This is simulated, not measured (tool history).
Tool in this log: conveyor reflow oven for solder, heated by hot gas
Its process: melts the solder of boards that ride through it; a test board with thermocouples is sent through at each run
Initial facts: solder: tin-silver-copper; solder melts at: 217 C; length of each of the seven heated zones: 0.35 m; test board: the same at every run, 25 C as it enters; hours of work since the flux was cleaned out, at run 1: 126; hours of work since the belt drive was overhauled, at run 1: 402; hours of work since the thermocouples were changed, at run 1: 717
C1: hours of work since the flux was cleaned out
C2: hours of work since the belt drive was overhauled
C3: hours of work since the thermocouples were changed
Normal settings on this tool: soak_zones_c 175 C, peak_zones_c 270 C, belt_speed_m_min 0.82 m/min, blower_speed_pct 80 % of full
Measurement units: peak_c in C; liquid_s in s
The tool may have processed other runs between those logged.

Run 1, hour 0: usual settings; C1 126; C2 402; C3 717. Result: peak_c 260.89 C, liquid_s 43.05 s.
Run 2, hour 28.1: usual settings; C1 138; C2 414; C3 729. Result: peak_c 260.93 C, liquid_s 43.07 s.
Run 3, hour 45.5: usual settings but peak_zones_c 272 C; C1 145; C2 421; C3 736. Result: peak_c 262.54 C, liquid_s 43.64 s.
Run 4, hour 70.1: usual settings but peak_zones_c 272 C; C1 156; C2 432; C3 747. Result: peak_c 262.56 C, liquid_s 43.62 s.
Run 5, hour 93.3: usual settings but belt_speed_m_min 0.834 m/min; C1 166; C2 442; C3 757. Result: peak_c 260.25 C, liquid_s 42.13 s.
Run 6, hour 118.9: usual settings but soak_zones_c 160 C; C1 177; C2 453; C3 768. Result: peak_c 258.93 C, liquid_s 39.26 s.
Run 7, hour 151.2: usual settings but blower_speed_pct 64 % of full; C1 191; C2 467; C3 782. Result: peak_c 257.88 C, liquid_s 41.55 s.
Run 8, hour 172.8: usual settings; C1 200; C2 476; C3 791. Result: peak_c 260.66 C, liquid_s 43.02 s.
Run 9, hour 203: usual settings; C1 213; C2 489; C3 804. Result: peak_c 260.57 C, liquid_s 42.91 s.
Run 10, hour 217.5: usual settings; C1 219; C2 495; C3 810. Result: peak_c 260.64 C, liquid_s 42.93 s.
Run 11, hour 244.3: usual settings; C1 231; C2 507; C3 822. Result: peak_c 260.48 C, liquid_s 42.89 s.
Run 12, hour 274.3: usual settings but peak_zones_c 260 C; C1 244; C2 520; C3 835. Result: peak_c 251.39 C, liquid_s 39.35 s.
Run 13, hour 295.5: usual settings but peak_zones_c 260 C; C1 253; C2 529; C3 844. Result: peak_c 251.28 C, liquid_s 39.32 s.
Run 14, hour 318.1: usual settings but peak_zones_c 267 C; C1 263; C2 539; C3 853. Result: peak_c 257.66 C, liquid_s 41.94 s.
Run 15, hour 337.4: usual settings but peak_zones_c 267 C; C1 271; C2 547; C3 862. Result: peak_c 257.7 C, liquid_s 41.92 s.
At hour 358.9: flux residue cleaned out of gas plates and filters.
Run 16, hour 372: usual settings but peak_zones_c 267 C; C1 6; C2 560; C3 874. Result: peak_c 259.37 C, liquid_s 42.82 s.
Run 17, hour 386.6: usual settings but peak_zones_c 271 C, blower_speed_pct 56 % of full; C1 12; C2 566; C3 881. Result: peak_c 258.57 C, liquid_s 41.74 s.
Run 18, hour 413.9: usual settings but peak_zones_c 271 C, belt_speed_m_min 0.931 m/min, blower_speed_pct 65 % of full; C1 24; C2 578; C3 892. Result: peak_c 256.52 C, liquid_s 35.82 s.
Run 19, hour 427.2: usual settings but soak_zones_c 177 C, peak_zones_c 269 C, belt_speed_m_min 0.868 m/min; C1 29; C2 583; C3 898. Result: peak_c 259.92 C, liquid_s 40.74 s.
Run 20, hour 441.7: usual settings but peak_zones_c 276 C, belt_speed_m_min 0.788 m/min, blower_speed_pct 58 % of full; C1 36; C2 590; C3 904. Result: peak_c 264.75 C, liquid_s 45.95 s.
Run 21, hour 455.4: usual settings but peak_zones_c 276 C, belt_speed_m_min 0.788 m/min, blower_speed_pct 58 % of full; C1 42; C2 596; C3 910. Result: peak_c 264.75 C, liquid_s 46.06 s.
Run 22, hour 474.7: usual settings but peak_zones_c 276 C, belt_speed_m_min 0.967 m/min, blower_speed_pct 58 % of full; C1 50; C2 604; C3 919. Result: peak_c 257.62 C, liquid_s 34.39 s.
Run 23, hour 496.9: usual settings but peak_zones_c 283 C, belt_speed_m_min 0.967 m/min, blower_speed_pct 58 % of full; C1 59; C2 613; C3 928. Result: peak_c 263.56 C, liquid_s 36.57 s.
Run 24, hour 523.2: usual settings but soak_zones_c 189 C, peak_zones_c 283 C, belt_speed_m_min 0.967 m/min, blower_speed_pct 64 % of full; C1 71; C2 625; C3 940. Result: peak_c 267.98 C, liquid_s 41.04 s.
Run 25, hour 540.1: usual settings but soak_zones_c 165 C, peak_zones_c 266 C, belt_speed_m_min 0.966 m/min, blower_speed_pct 85 % of full; C1 78; C2 632; C3 947. Result: peak_c 252.99 C, liquid_s 31.69 s.
Run 26, hour 558.9: usual settings but soak_zones_c 165 C, peak_zones_c 281 C, belt_speed_m_min 0.966 m/min, blower_speed_pct 85 % of full; C1 86; C2 640; C3 955. Result: peak_c 266.55 C, liquid_s 36.08 s.
Run 27, hour 574: usual settings but soak_zones_c 182 C, peak_zones_c 278 C, belt_speed_m_min 0.888 m/min, blower_speed_pct 79 % of full; C1 93; C2 647; C3 961. Result: peak_c 267.72 C, liquid_s 43.23 s.
Run 28, hour 592.6: usual settings but soak_zones_c 173 C, peak_zones_c 262 C, belt_speed_m_min 0.685 m/min, blower_speed_pct 54 % of full; C1 101; C2 655; C3 969. Result: peak_c 254.33 C, liquid_s 48.41 s.
Run 29, hour 624.8: usual settings but soak_zones_c 173 C, peak_zones_c 262 C, belt_speed_m_min 0.685 m/min, blower_speed_pct 54 % of full; C1 114; C2 668; C3 983. Result: peak_c 254.25 C, liquid_s 48.46 s.
Run 30, hour 641.5: usual settings but soak_zones_c 173 C, peak_zones_c 262 C, belt_speed_m_min 0.685 m/min, blower_speed_pct 54 % of full; C1 122; C2 676; C3 990. Result: peak_c 254.3 C, liquid_s 48.51 s.

Measured result minus the same run's result without the hidden state. Both carry the same run-to-run variation, though not necessarily the same gauge scatter:
Hidden state present: heat that the gas passes to the board, % of a clean oven's; belt's true speed, % of the reading; true gas temperature in zones 6 and 7 over the reading, C; drift of the gauge itself on peak_c, C; drift of the gauge itself on liquid_s, %.
run  peak_c  liquid_s
  1   +0.91     +0.35
  2   +0.87     +0.34
  3   +0.84     +0.33
  4    +0.8     +0.32
  5   +0.75     +0.28
  6   +0.58     +0.16
  7   +0.72     +0.31
  8   +0.67     +0.25
  9   +0.63     +0.22
 10   +0.61     +0.21
 11   +0.58      +0.2
 12   +0.63      +0.1
 13   +0.59     +0.09
 14   +0.51     +0.13
 15   +0.48     +0.12
 16   +2.16     +1.02
 17   +2.13     +1.12
 18   +2.02     +0.99
 19   +2.06     +0.93
 20    +2.1     +1.03
 21   +2.08     +1.02
 22    +1.9     +0.92
 23   +1.87     +0.85
 24   +1.85     +0.76
 25   +1.75     +0.81
 26    +1.7      +0.7
 27   +1.83     +0.77
 28   +2.06     +1.26
 29   +2.05     +1.25
 30   +2.04     +1.24
